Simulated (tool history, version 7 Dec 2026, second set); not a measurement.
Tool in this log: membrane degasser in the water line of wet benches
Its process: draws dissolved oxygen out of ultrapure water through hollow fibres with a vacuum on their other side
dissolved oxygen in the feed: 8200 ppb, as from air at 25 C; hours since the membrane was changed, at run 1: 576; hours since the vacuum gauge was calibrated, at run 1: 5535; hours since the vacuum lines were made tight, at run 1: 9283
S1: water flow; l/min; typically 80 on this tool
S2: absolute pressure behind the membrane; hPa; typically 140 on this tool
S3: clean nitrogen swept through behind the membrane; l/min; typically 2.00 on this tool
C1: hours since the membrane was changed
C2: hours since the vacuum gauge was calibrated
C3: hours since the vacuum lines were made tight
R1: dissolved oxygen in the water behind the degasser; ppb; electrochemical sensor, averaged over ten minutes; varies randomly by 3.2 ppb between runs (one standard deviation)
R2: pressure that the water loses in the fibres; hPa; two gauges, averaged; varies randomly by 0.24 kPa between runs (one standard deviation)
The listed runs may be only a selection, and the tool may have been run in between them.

Run 1, day 0.000: usual settings; C1 576; C2 5535; C3 9283. Result: R1 853.0 ppb, R2 608.9 hPa.
Run 2, day 1.404: usual settings; C1 609; C2 5569; C3 9317. Result: R1 857.1 ppb, R2 609.4 hPa.
Run 3, day 3.871: usual settings; C1 669; C2 5628; C3 9376. Result: R1 851.8 ppb, R2 607.2 hPa.
Run 4, day 5.746: usual settings; C1 714; C2 5673; C3 9421. Result: R1 848.4 ppb, R2 606.0 hPa.
Run 5, day 7.850: usual settings; C1 764; C2 5723; C3 9472. Result: R1 858.4 ppb, R2 607.4 hPa.
At day 8.038: vacuum gauge calibrated.
Run 6, day 10.083: usual settings but S1 110 l/min; C1 817; C2 49; C3 9525. Result: R1 1149.7 ppb, R2 837.0 hPa.
Run 7, day 12.733: usual settings but S1 110 l/min; C1 881; C2 113; C3 9588. Result: R1 1145.1 ppb, R2 837.7 hPa.
Run 8, day 13.925: usual settings but S1 110 l/min; C1 909; C2 141; C3 9617. Result: R1 1151.5 ppb, R2 838.6 hPa.
Run 9, day 16.346: usual settings but S1 110 l/min; C1 967; C2 199; C3 9675. Result: R1 1142.4 ppb, R2 838.5 hPa.
Run 10, day 17.604: usual settings but S1 68 l/min, S2 132 hPa, S3 0.93 l/min; C1 998; C2 230; C3 9705. Result: R1 1174.1 ppb, R2 515.9 hPa.
Run 11, day 20.321: usual settings but S1 75 l/min, S2 125 hPa, S3 2.42 l/min; C1 1063; C2 295; C3 9770. Result: R1 620.0 ppb, R2 572.7 hPa.
Run 12, day 21.842: usual settings but S1 53 l/min, S2 213 hPa, S3 1.43 l/min; C1 1099; C2 331; C3 9807. Result: R1 1204.7 ppb, R2 405.2 hPa.
At day 22.404: vacuum gauge calibrated, once more.
Run 13, day 23.167: usual settings but S1 61 l/min, S2 316 hPa, S3 1.67 l/min; C1 1131; C2 18; C3 9838. Result: R1 1752.1 ppb, R2 467.9 hPa.
Run 14, day 24.621: usual settings but S1 97 l/min, S2 134 hPa, S3 3.20 l/min; C1 1166; C2 53; C3 9873. Result: R1 714.2 ppb, R2 741.2 hPa.
Run 15, day 26.996: usual settings but S1 97 l/min, S2 134 hPa, S3 3.20 l/min; C1 1223; C2 110; C3 9930. Result: R1 711.1 ppb, R2 740.2 hPa.
Run 16, day 28.683: usual settings but S1 97 l/min, S2 134 hPa, S3 1.12 l/min; C1 1263; C2 151; C3 9971. Result: R1 1375.3 ppb, R2 741.2 hPa.
Run 17, day 31.183: usual settings but S1 81 l/min, S2 299 hPa, S3 1.12 l/min; C1 1323; C2 211; C3 10031. Result: R1 2578.9 ppb, R2 619.2 hPa.

Alternative continuations, all from the tool just after run 17; predict every row:
Run A, day 33.375: usual settings but S3 2.83 l/min; C1 1376; C2 263; C3 10083. Result: R1 ?, R2 ?.
Run B, day 33.375: usual settings but S3 1.35 l/min; C1 1376; C2 263; C3 10083. Result: R1 ?, R2 ?.
Run C, day 33.375: usual settings but S1 125 l/min, S2 242 hPa, S3 1.68 l/min; C1 1376; C2 263; C3 10083. Result: R1 ?, R2 ?.
Run D, day 33.375: usual settings but S2 101 hPa, S3 1.24 l/min; C1 1376; C2 263; C3 10083. Result: R1 ?, R2 ?.

run      R1     R2
  A   667.3  607.2
  B  1106.1  610.2
  C  2302.2  954.5
  D   796.5  610.2
Take away the tool's hidden state, keep each run's random variation, and the runs would have read:
run      R1     R2
  A   662.3  603.1
  B  1101.0  606.0
  C  2296.1  948.0
  D   790.8  606.1
